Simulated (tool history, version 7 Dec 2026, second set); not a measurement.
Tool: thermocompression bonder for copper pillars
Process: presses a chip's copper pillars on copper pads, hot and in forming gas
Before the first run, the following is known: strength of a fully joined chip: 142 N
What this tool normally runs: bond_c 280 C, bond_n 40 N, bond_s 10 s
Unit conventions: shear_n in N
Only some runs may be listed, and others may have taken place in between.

run 1 day=0 | bond_c=280 bond_n=40 bond_s=10 | shear_n=96.2
run 2 day=2.646 | bond_c=280 bond_n=40 bond_s=10 | shear_n=95.9
run 3 day=4.179 | bond_c=280 bond_n=40 bond_s=10 | shear_n=95.7
run 4 day=7.362 | bond_c=251 bond_n=40 bond_s=10 | shear_n=65.5
run 5 day=10.671 | bond_c=251 bond_n=40 bond_s=6 | shear_n=53.7
run 6 day=13.15 | bond_c=280 bond_n=55 bond_s=10 | shear_n=112
run 7 day=16.25 | bond_c=280 bond_n=45 bond_s=10 | shear_n=101.4
run 8 day=18.929 | bond_c=280 bond_n=45 bond_s=10 | shear_n=101.5
-- day=20.092 forming gas filter changed
run 9 day=20.558 | bond_c=280 bond_n=45 bond_s=10 | shear_n=104.5
run 10 day=22.742 | bond_c=280 bond_n=40 bond_s=10 | shear_n=97.3
run 11 day=25.938 | bond_c=280 bond_n=40 bond_s=10 | shear_n=97.4
run 12 day=29.054 | bond_c=280 bond_n=40 bond_s=21 | shear_n=114.6
run 13 day=31.271 | bond_c=280 bond_n=40 bond_s=21 | shear_n=114.4
run 14 day=33.854 | bond_c=280 bond_n=40 bond_s=21 | shear_n=114.4
run 15 day=36.612 | bond_c=280 bond_n=40 bond_s=21 | shear_n=113.4
run 16 day=38.033 | bond_c=289 bond_n=40 bond_s=10 | shear_n=105
run 17 day=40.546 | bond_c=289 bond_n=40 bond_s=10 | shear_n=104.5
run 18 day=43.738 | bond_c=289 bond_n=40 bond_s=10 | shear_n=104.7
run 19 day=46.429 | bond_c=289 bond_n=40 bond_s=10 | shear_n=104.5
-- day=46.729 forming gas filter changed
run 20 day=49.521 | bond_c=280 bond_n=40 bond_s=10 | shear_n=98.9
run 21 day=51.708 | bond_c=280 bond_n=40 bond_s=10 | shear_n=98.3
-- day=54.612 heater calibrated with a thermocouple chip
run 22 day=54.612 | bond_c=280 bond_n=40 bond_s=10 | shear_n=91.8
run 23 day=57.221 | bond_c=280 bond_n=40 bond_s=7 | shear_n=82.6
run 24 day=60.592 | bond_c=265 bond_n=40 bond_s=7 | shear_n=66.9
run 25 day=62.967 | bond_c=284 bond_n=40 bond_s=11 | shear_n=98.1
run 26 day=65.612 | bond_c=280 bond_n=40 bond_s=10 | shear_n=90.7
run 27 day=67.567 | bond_c=261 bond_n=33 bond_s=10 | shear_n=61.3
run 28 day=69.146 | bond_c=262 bond_n=35 bond_s=5 | shear_n=50.2
run 29 day=70.583 | bond_c=262 bond_n=35 bond_s=5 | shear_n=50.1
run 30 day=72.596 | bond_c=273 bond_n=25 bond_s=5 | shear_n=44.7
-- day=73.304 forming gas filter changed
run 31 day=75.446 | bond_c=270 bond_n=48 bond_s=10 | shear_n=92.9
run 32 day=77.458 | bond_c=258 bond_n=40 bond_s=8 | shear_n=64.6
run 33 day=80.792 | bond_c=258 bond_n=40 bond_s=8 | shear_n=64.4
run 34 day=83.233 | bond_c=258 bond_n=52 bond_s=18 | shear_n=99
run 35 day=86.667 | bond_c=310 bond_n=40 bond_s=27 | shear_n=133.8
run 36 day=88.404 | bond_c=310 bond_n=40 bond_s=27 | shear_n=133.9
-- day=89.871 force cell calibrated
run 37 day=91.038 | bond_c=275 bond_n=40 bond_s=15 | shear_n=100.5
run 38 day=94.288 | bond_c=275 bond_n=40 bond_s=15 | shear_n=100.2
run 39 day=97.704 | bond_c=275 bond_n=40 bond_s=15 | shear_n=100.2

Alternative continuations, all from the tool just after run 39; predict every row:
-- day=99.85 forming gas filter changed
run A day=101.117 | bond_c=280 bond_n=40 bond_s=13 | shear_n=?
-- day=99.85 forming gas filter changed
run B day=101.117 | bond_c=271 bond_n=32 bond_s=15 | shear_n=?
-- day=99.85 forming gas filter changed
run C day=101.117 | bond_c=310 bond_n=41 bond_s=13 | shear_n=?

run=A shear_n=104.2
run=B shear_n=86.1
run=C shear_n=128.2
With the hidden condition removed and each run's random variation left untouched, the same runs would have given:
run=A shear_n=102.5
run=B shear_n=84.2
run=C shear_n=127.4

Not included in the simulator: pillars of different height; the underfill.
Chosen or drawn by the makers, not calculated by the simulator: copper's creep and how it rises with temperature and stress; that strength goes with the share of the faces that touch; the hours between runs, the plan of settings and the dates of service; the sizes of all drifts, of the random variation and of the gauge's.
